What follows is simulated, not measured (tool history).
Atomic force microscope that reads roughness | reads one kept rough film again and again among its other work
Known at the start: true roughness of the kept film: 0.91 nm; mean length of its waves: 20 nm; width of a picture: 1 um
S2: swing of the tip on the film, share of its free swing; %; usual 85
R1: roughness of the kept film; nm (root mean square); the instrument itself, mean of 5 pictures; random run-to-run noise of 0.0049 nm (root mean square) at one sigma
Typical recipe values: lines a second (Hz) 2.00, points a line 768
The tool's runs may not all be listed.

run 1 hour=0.0 | lines_a_second_(Hz)=2.00 S2=85 points_a_line=768 | R1=0.663
-- hour=27.3 new tip fitted
run 2 hour=43.0 | lines_a_second_(Hz)=2.00 S2=76 points_a_line=768 | R1=0.733
run 3 hour=71.0 | lines_a_second_(Hz)=2.00 S2=76 points_a_line=768 | R1=0.714
-- hour=112.9 new tip fitted
run 4 hour=115.8 | lines_a_second_(Hz)=0.84 S2=76 points_a_line=768 | R1=0.799
run 5 hour=149.5 | lines_a_second_(Hz)=0.84 S2=76 points_a_line=768 | R1=0.773
run 6 hour=182.8 | lines_a_second_(Hz)=2.00 S2=85 points_a_line=874 | R1=0.665
-- hour=197.7 new tip fitted
run 7 hour=209.2 | lines_a_second_(Hz)=2.00 S2=85 points_a_line=874 | R1=0.705
run 8 hour=244.8 | lines_a_second_(Hz)=2.00 S2=85 points_a_line=768 | R1=0.675
run 9 hour=269.3 | lines_a_second_(Hz)=2.00 S2=85 points_a_line=768 | R1=0.660
-- hour=281.8 new tip fitted
run 10 hour=313.9 | lines_a_second_(Hz)=2.00 S2=85 points_a_line=768 | R1=0.691
run 11 hour=348.2 | lines_a_second_(Hz)=2.00 S2=85 points_a_line=768 | R1=0.666
-- hour=365.4 new tip fitted
run 12 hour=369.4 | lines_a_second_(Hz)=2.00 S2=85 points_a_line=448 | R1=0.702
run 13 hour=389.2 | lines_a_second_(Hz)=2.00 S2=72 points_a_line=768 | R1=0.743
run 14 hour=412.1 | lines_a_second_(Hz)=2.00 S2=72 points_a_line=768 | R1=0.731
run 15 hour=430.1 | lines_a_second_(Hz)=2.00 S2=85 points_a_line=768 | R1=0.664
-- hour=450.5 new tip fitted
run 16 hour=465.8 | lines_a_second_(Hz)=2.00 S2=61 points_a_line=768 | R1=0.771
run 17 hour=503.9 | lines_a_second_(Hz)=2.00 S2=61 points_a_line=768 | R1=0.755
run 18 hour=524.3 | lines_a_second_(Hz)=2.00 S2=85 points_a_line=768 | R1=0.663
-- hour=535.2 new tip fitted
run 19 hour=547.7 | lines_a_second_(Hz)=2.00 S2=85 points_a_line=768 | R1=0.705
run 20 hour=591.9 | lines_a_second_(Hz)=2.00 S2=85 points_a_line=768 | R1=0.664
run 21 hour=615.0 | lines_a_second_(Hz)=2.00 S2=85 points_a_line=768 | R1=0.647
-- hour=621.3 new tip fitted
run 22 hour=637.4 | lines_a_second_(Hz)=2.00 S2=85 points_a_line=768 | R1=0.706
run 23 hour=673.3 | lines_a_second_(Hz)=2.00 S2=85 points_a_line=768 | R1=0.676
-- hour=705.6 new tip fitted
run 24 hour=705.6 | lines_a_second_(Hz)=2.00 S2=85 points_a_line=768 | R1=0.717
run 25 hour=728.5 | lines_a_second_(Hz)=2.00 S2=85 points_a_line=768 | R1=0.701
-- hour=732.9 height scale calibrated on a step standard
run 26 hour=762.7 | lines_a_second_(Hz)=2.00 S2=85 points_a_line=768 | R1=0.679
-- hour=790.8 new tip fitted
run 27 hour=796.0 | lines_a_second_(Hz)=0.78 S2=85 points_a_line=886 | R1=0.792
run 28 hour=828.0 | lines_a_second_(Hz)=2.00 S2=55 points_a_line=582 | R1=0.787
run 29 hour=851.6 | lines_a_second_(Hz)=2.00 S2=55 points_a_line=582 | R1=0.767
-- hour=875.4 new tip fitted
run 30 hour=877.6 | lines_a_second_(Hz)=2.00 S2=55 points_a_line=582 | R1=0.811
run 31 hour=899.0 | lines_a_second_(Hz)=2.00 S2=58 points_a_line=428 | R1=0.792
-- hour=918.0 height scale calibrated on a step standard, once more
run 32 hour=924.2 | lines_a_second_(Hz)=2.00 S2=88 points_a_line=482 | R1=0.656
run 33 hour=948.8 | lines_a_second_(Hz)=2.00 S2=85 points_a_line=855 | R1=0.654
-- hour=962.3 new tip fitted
run 34 hour=983.5 | lines_a_second_(Hz)=0.67 S2=84 points_a_line=939 | R1=0.767
run 35 hour=1023.3 | lines_a_second_(Hz)=2.00 S2=85 points_a_line=538 | R1=0.656
-- hour=1046.6 new tip fitted
run 36 hour=1065.0 | lines_a_second_(Hz)=2.18 S2=55 points_a_line=523 | R1=0.787
run 37 hour=1105.4 | lines_a_second_(Hz)=0.74 S2=57 points_a_line=794 | R1=0.768
run 38 hour=1125.6 | lines_a_second_(Hz)=2.24 S2=57 points_a_line=350 | R1=0.722
-- hour=1130.6 new tip fitted
run 39 hour=1144.1 | lines_a_second_(Hz)=0.55 S2=72 points_a_line=768 | R1=0.790
run 40 hour=1165.3 | lines_a_second_(Hz)=0.55 S2=72 points_a_line=768 | R1=0.785
run 41 hour=1199.0 | lines_a_second_(Hz)=0.55 S2=72 points_a_line=768 | R1=0.757
-- hour=1215.5 new tip fitted
run 42 hour=1220.7 | lines_a_second_(Hz)=1.16 S2=85 points_a_line=292 | R1=0.743
run 43 hour=1252.6 | lines_a_second_(Hz)=2.44 S2=56 points_a_line=346 | R1=0.761
run 44 hour=1273.9 | lines_a_second_(Hz)=2.44 S2=56 points_a_line=346 | R1=0.741
-- hour=1299.5 new tip fitted
run 45 hour=1300.0 | lines_a_second_(Hz)=2.44 S2=56 points_a_line=346 | R1=0.796
run 46 hour=1332.5 | lines_a_second_(Hz)=2.47 S2=62 points_a_line=767 | R1=0.752
run 47 hour=1351.9 | lines_a_second_(Hz)=2.47 S2=62 points_a_line=734 | R1=0.748
run 48 hour=1375.4 | lines_a_second_(Hz)=2.40 S2=78 points_a_line=847 | R1=0.666
-- hour=1386.0 new tip fitted
run 49 hour=1401.4 | lines_a_second_(Hz)=0.97 S2=89 points_a_line=390 | R1=0.734
run 50 hour=1444.5 | lines_a_second_(Hz)=2.97 S2=66 points_a_line=340 | R1=0.705
-- hour=1471.8 new tip fitted
run 51 hour=1478.1 | lines_a_second_(Hz)=0.73 S2=85 points_a_line=260 | R1=0.755

Pick out some run-to-run changes in R1. Of each, how much would a tool without hidden state show as well, from the settings, what came in and chance, and how much is left for the hidden state and any gauge scatter not in both results compared?
Unlogged tool condition in this case: radius of the tip, nm; height scale over the true one, %; drift of the gauge itself on roughness_nm, %.
Run 21 -> 22: new tip fitted. R1 +0.059 nm (root mean square): hidden state +0.049, all else +0.010.
Run 26 -> 27: lines a second (Hz) 2.00 -> 0.78, points a line 768 -> 886, new tip fitted. R1 +0.113 nm (root mean square): hidden state +0.040, all else +0.073.
Run 29 -> 30: new tip fitted. R1 +0.044 nm (root mean square): hidden state +0.051, all else -0.007.
Run 31 -> 32: S2 58 -> 88, points a line 428 -> 482, height scale calibrated on a step standard, once more. R1 -0.136 nm (root mean square): hidden state -0.038, all else -0.098.
Run 35 -> 36: lines a second (Hz) 2.00 -> 2.18, S2 85 -> 55, points a line 538 -> 523, new tip fitted. R1 +0.131 nm (root mean square): hidden state +0.027, all else +0.104.
Run 41 -> 42: lines a second (Hz) 0.55 -> 1.16, S2 72 -> 85, points a line 768 -> 292, new tip fitted. R1 -0.014 nm (root mean square): hidden state +0.056, all else -0.070.

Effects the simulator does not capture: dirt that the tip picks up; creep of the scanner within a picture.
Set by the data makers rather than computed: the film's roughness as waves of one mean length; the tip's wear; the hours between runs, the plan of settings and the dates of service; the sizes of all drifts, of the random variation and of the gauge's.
